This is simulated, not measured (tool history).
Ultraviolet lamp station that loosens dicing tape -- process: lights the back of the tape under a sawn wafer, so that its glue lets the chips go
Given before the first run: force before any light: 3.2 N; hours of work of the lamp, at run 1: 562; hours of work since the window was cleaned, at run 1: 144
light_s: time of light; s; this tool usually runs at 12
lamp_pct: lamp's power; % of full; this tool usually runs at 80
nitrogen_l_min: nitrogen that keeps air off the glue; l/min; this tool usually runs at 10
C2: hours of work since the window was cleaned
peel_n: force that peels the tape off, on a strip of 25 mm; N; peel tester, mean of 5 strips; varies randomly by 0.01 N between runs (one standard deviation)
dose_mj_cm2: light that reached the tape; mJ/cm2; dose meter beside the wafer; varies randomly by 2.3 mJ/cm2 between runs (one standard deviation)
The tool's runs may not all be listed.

run 1 hour=0.0 | light_s=12 lamp_pct=80 nitrogen_l_min=10 | hours_of_work_of_the_lamp=562 C2=144 | peel_n=0.429 dose_mj_cm2=242
run 2 hour=53.0 | light_s=12 lamp_pct=95 nitrogen_l_min=10 | hours_of_work_of_the_lamp=597 C2=179 | peel_n=0.335 dose_mj_cm2=282
run 3 hour=110.0 | light_s=12 lamp_pct=95 nitrogen_l_min=10 | hours_of_work_of_the_lamp=634 C2=215 | peel_n=0.318 dose_mj_cm2=284
run 4 hour=136.8 | light_s=12 lamp_pct=80 nitrogen_l_min=6 | hours_of_work_of_the_lamp=651 C2=233 | peel_n=0.573 dose_mj_cm2=240
run 5 hour=186.7 | light_s=16 lamp_pct=80 nitrogen_l_min=6 | hours_of_work_of_the_lamp=683 C2=265 | peel_n=0.355 dose_mj_cm2=324
run 6 hour=217.1 | light_s=16 lamp_pct=80 nitrogen_l_min=6 | hours_of_work_of_the_lamp=703 C2=285 | peel_n=0.388 dose_mj_cm2=323
run 7 hour=255.3 | light_s=16 lamp_pct=80 nitrogen_l_min=6 | hours_of_work_of_the_lamp=728 C2=309 | peel_n=0.355 dose_mj_cm2=321
run 8 hour=296.6 | light_s=12 lamp_pct=80 nitrogen_l_min=10 | hours_of_work_of_the_lamp=754 C2=336 | peel_n=0.431 dose_mj_cm2=242
run 9 hour=334.5 | light_s=12 lamp_pct=80 nitrogen_l_min=10 | hours_of_work_of_the_lamp=779 C2=361 | peel_n=0.426 dose_mj_cm2=245
run 10 hour=364.6 | light_s=12 lamp_pct=80 nitrogen_l_min=10 | hours_of_work_of_the_lamp=798 C2=380 | peel_n=0.428 dose_mj_cm2=241
run 11 hour=414.2 | light_s=12 lamp_pct=77 nitrogen_l_min=10 | hours_of_work_of_the_lamp=830 C2=412 | peel_n=0.469 dose_mj_cm2=233
run 12 hour=444.0 | light_s=12 lamp_pct=80 nitrogen_l_min=15 | hours_of_work_of_the_lamp=850 C2=432 | peel_n=0.342 dose_mj_cm2=241
run 13 hour=500.7 | light_s=12 lamp_pct=94 nitrogen_l_min=10 | hours_of_work_of_the_lamp=886 C2=468 | peel_n=0.314 dose_mj_cm2=287
run 14 hour=550.1 | light_s=12 lamp_pct=94 nitrogen_l_min=10 | hours_of_work_of_the_lamp=918 C2=500 | peel_n=0.331 dose_mj_cm2=281
run 15 hour=592.2 | light_s=12 lamp_pct=94 nitrogen_l_min=10 | hours_of_work_of_the_lamp=946 C2=527 | peel_n=0.332 dose_mj_cm2=280
run 16 hour=634.1 | light_s=12 lamp_pct=94 nitrogen_l_min=10 | hours_of_work_of_the_lamp=973 C2=554 | peel_n=0.338 dose_mj_cm2=284
-- hour=663.5 window cleaned of glue's vapour
run 17 hour=665.7 | light_s=12 lamp_pct=94 nitrogen_l_min=10 | hours_of_work_of_the_lamp=993 C2=1 | peel_n=0.334 dose_mj_cm2=288
run 18 hour=709.2 | light_s=12 lamp_pct=94 nitrogen_l_min=10 | hours_of_work_of_the_lamp=1021 C2=30 | peel_n=0.331 dose_mj_cm2=283
run 19 hour=766.8 | light_s=12 lamp_pct=80 nitrogen_l_min=10 | hours_of_work_of_the_lamp=1058 C2=67 | peel_n=0.434 dose_mj_cm2=244
run 20 hour=802.4 | light_s=12 lamp_pct=80 nitrogen_l_min=10 | hours_of_work_of_the_lamp=1081 C2=90 | peel_n=0.431 dose_mj_cm2=240
run 21 hour=857.8 | light_s=12 lamp_pct=80 nitrogen_l_min=10 | hours_of_work_of_the_lamp=1117 C2=126 | peel_n=0.424 dose_mj_cm2=239
run 22 hour=896.3 | light_s=12 lamp_pct=80 nitrogen_l_min=10 | hours_of_work_of_the_lamp=1142 C2=151 | peel_n=0.427 dose_mj_cm2=241
run 23 hour=944.9 | light_s=12 lamp_pct=80 nitrogen_l_min=3 | hours_of_work_of_the_lamp=1173 C2=182 | peel_n=0.851 dose_mj_cm2=244
run 24 hour=998.6 | light_s=12 lamp_pct=80 nitrogen_l_min=3 | hours_of_work_of_the_lamp=1208 C2=217 | peel_n=0.840 dose_mj_cm2=243
run 25 hour=1027.7 | light_s=7 lamp_pct=77 nitrogen_l_min=6 | hours_of_work_of_the_lamp=1227 C2=236 | peel_n=1.198 dose_mj_cm2=131
run 26 hour=1052.2 | light_s=12 lamp_pct=69 nitrogen_l_min=13 | hours_of_work_of_the_lamp=1243 C2=251 | peel_n=0.470 dose_mj_cm2=209
run 27 hour=1080.2 | light_s=12 lamp_pct=69 nitrogen_l_min=13 | hours_of_work_of_the_lamp=1261 C2=270 | peel_n=0.468 dose_mj_cm2=208
run 28 hour=1124.6 | light_s=11 lamp_pct=86 nitrogen_l_min=10 | hours_of_work_of_the_lamp=1290 C2=298 | peel_n=0.442 dose_mj_cm2=239
run 29 hour=1177.8 | light_s=20 lamp_pct=90 nitrogen_l_min=12 | hours_of_work_of_the_lamp=1324 C2=333 | peel_n=0.148 dose_mj_cm2=450
-- hour=1216.8 lamp changed
run 30 hour=1216.8 | light_s=10 lamp_pct=84 nitrogen_l_min=9 | hours_of_work_of_the_lamp=0 C2=357 | peel_n=0.576 dose_mj_cm2=211
run 31 hour=1248.8 | light_s=6 lamp_pct=84 nitrogen_l_min=9 | hours_of_work_of_the_lamp=21 C2=378 | peel_n=1.098 dose_mj_cm2=130
run 32 hour=1274.8 | light_s=6 lamp_pct=84 nitrogen_l_min=12 | hours_of_work_of_the_lamp=38 C2=395 | peel_n=0.973 dose_mj_cm2=128
run 33 hour=1321.1 | light_s=11 lamp_pct=97 nitrogen_l_min=4 | hours_of_work_of_the_lamp=68 C2=425 | peel_n=0.640 dose_mj_cm2=268
run 34 hour=1348.6 | light_s=8 lamp_pct=92 nitrogen_l_min=9 | hours_of_work_of_the_lamp=85 C2=443 | peel_n=0.683 dose_mj_cm2=186
run 35 hour=1390.5 | light_s=8 lamp_pct=92 nitrogen_l_min=9 | hours_of_work_of_the_lamp=112 C2=470 | peel_n=0.696 dose_mj_cm2=185
run 36 hour=1424.8 | light_s=8 lamp_pct=92 nitrogen_l_min=9 | hours_of_work_of_the_lamp=135 C2=492 | peel_n=0.674 dose_mj_cm2=188
run 37 hour=1465.1 | light_s=15 lamp_pct=72 nitrogen_l_min=8 | hours_of_work_of_the_lamp=161 C2=518 | peel_n=0.397 dose_mj_cm2=272
run 38 hour=1502.5 | light_s=22 lamp_pct=70 nitrogen_l_min=7 | hours_of_work_of_the_lamp=185 C2=542 | peel_n=0.240 dose_mj_cm2=387
run 39 hour=1535.0 | light_s=20 lamp_pct=76 nitrogen_l_min=7 | hours_of_work_of_the_lamp=206 C2=563 | peel_n=0.239 dose_mj_cm2=382
-- hour=1549.5 window cleaned of glue's vapour
run 40 hour=1565.2 | light_s=12 lamp_pct=71 nitrogen_l_min=5 | hours_of_work_of_the_lamp=225 C2=10 | peel_n=0.741 dose_mj_cm2=219
run 41 hour=1618.5 | light_s=12 lamp_pct=71 nitrogen_l_min=5 | hours_of_work_of_the_lamp=260 C2=45 | peel_n=0.746 dose_mj_cm2=218
run 42 hour=1652.0 | light_s=16 lamp_pct=91 nitrogen_l_min=5 | hours_of_work_of_the_lamp=281 C2=66 | peel_n=0.331 dose_mj_cm2=367
run 43 hour=1706.0 | light_s=9 lamp_pct=65 nitrogen_l_min=14 | hours_of_work_of_the_lamp=316 C2=101 | peel_n=0.741 dose_mj_cm2=146
run 44 hour=1762.3 | light_s=19 lamp_pct=71 nitrogen_l_min=13 | hours_of_work_of_the_lamp=353 C2=138 | peel_n=0.208 dose_mj_cm2=341

How the hidden state differs across the entries between the runs, from the last listed run before each to the first after it:
Logged between run 16 and run 17: window cleaned of glue's vapour (hour 663.5)
  light that the window lets through, % of a clean one's: 99.9 -> 100
Logged between run 29 and run 30: lamp changed (hour 1216.8)
  lamp's light, % of a new lamp's: 99.7 -> 100
Logged between run 39 and run 40: window cleaned of glue's vapour (hour 1549.5)
  light that the window lets through, % of a clean one's: 99.9 -> 100
